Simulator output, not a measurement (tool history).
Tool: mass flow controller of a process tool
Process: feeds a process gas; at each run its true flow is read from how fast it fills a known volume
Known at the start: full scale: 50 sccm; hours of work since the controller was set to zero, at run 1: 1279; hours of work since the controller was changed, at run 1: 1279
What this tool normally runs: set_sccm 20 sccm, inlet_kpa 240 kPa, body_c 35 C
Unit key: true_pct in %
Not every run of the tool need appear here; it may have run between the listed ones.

run,hour,set_sccm,inlet_kpa,body_c,hours of work since the controller was set to zero,hours of work since the controller was changed,true_pct
1,0,20,240,35,1279,1279,100.77
2,65.1,20,240,35,1328,1328,100.8
3,107.6,20,240,35,1359,1359,100.77
4,164.4,20,240,35,1402,1402,100.86
5,246.7,20,240,35,1463,1463,100.82
6,302.4,9,240,35,1505,1505,101.82
7,352.6,45,240,35,1543,1543,100.82
8,398,20,150,35,1577,1577,100.5
9,454.8,20,150,35,1619,1619,100.51
10,533,20,150,35,1678,1678,100.54
11,617.4,20,240,35,1741,1741,100.88
12,692.2,20,240,35,1797,1797,101.01
13,768.6,20,240,35,1854,1854,101.03
14,816.3,20,240,35,1890,1890,101.23
15,879.2,20,240,35,1937,1937,101.15
16,914.9,20,240,35,1963,1963,101.16
17,984.3,20,240,35,2015,2015,101.08
# hour 992.4: controller's zero set anew
18,1064.4,20,240,35,54,2075,101.99
19,1103,20,240,35,83,2104,101.96
20,1140.9,20,240,35,111,2132,101.95
21,1215.9,20,240,35,167,2188,102.16
22,1270.6,20,240,35,208,2229,102.07
23,1339.3,20,240,21,260,2280,101.42
24,1423.9,20,240,21,323,2344,101.46
25,1459.3,20,240,21,349,2370,101.45
# hour 1478.8: controller's zero set anew, once more
26,1537.3,39,221,35,44,2428,100.14
27,1589.1,39,221,35,82,2467,100.1
28,1647.2,39,221,35,126,2510,100.11
29,1711.5,17,169,25,174,2559,99.31
30,1774.5,20,240,22,221,2606,99.37
31,1836.3,20,240,22,267,2652,99.4
32,1887.4,11,240,35,306,2690,100.04
33,1960.5,11,240,35,360,2745,100.09
34,2037.4,11,240,35,418,2802,100.14
35,2105.5,11,240,35,469,2853,100.11
36,2140.1,7,232,26,495,2879,99.97
37,2181.2,34,220,26,525,2910,99.82
38,2237.3,8,181,28,567,2952,99.77
39,2275.9,25,181,40,596,2981,100.11
40,2351.7,25,181,40,653,3037,100.14
41,2426.2,8,188,33,709,3093,100.29
42,2491.8,8,188,33,758,3142,100.27
43,2548.3,8,220,33,800,3185,100.52
44,2590.5,8,216,26,832,3216,100.22
45,2637.6,20,218,24,867,3251,99.66
46,2698.7,20,240,27,913,3297,99.9
47,2780.4,29,240,35,974,3358,100.27
48,2828.1,12,196,29,1009,3394,100.18
49,2896.9,10,240,28,1061,3445,100.34

Alternative continuations, all from the tool just after run 49; predict every row:
A,2943.5,12,269,38,1096,3480,?
B,2943.5,20,240,28,1096,3480,?
C,2943.5,20,240,22,1096,3480,?

run,true_pct
A,100.87
B,100.04
C,99.79
With no hidden state in the tool, these same runs would have given:
run,true_pct
A,100.27
B,99.84
C,99.6

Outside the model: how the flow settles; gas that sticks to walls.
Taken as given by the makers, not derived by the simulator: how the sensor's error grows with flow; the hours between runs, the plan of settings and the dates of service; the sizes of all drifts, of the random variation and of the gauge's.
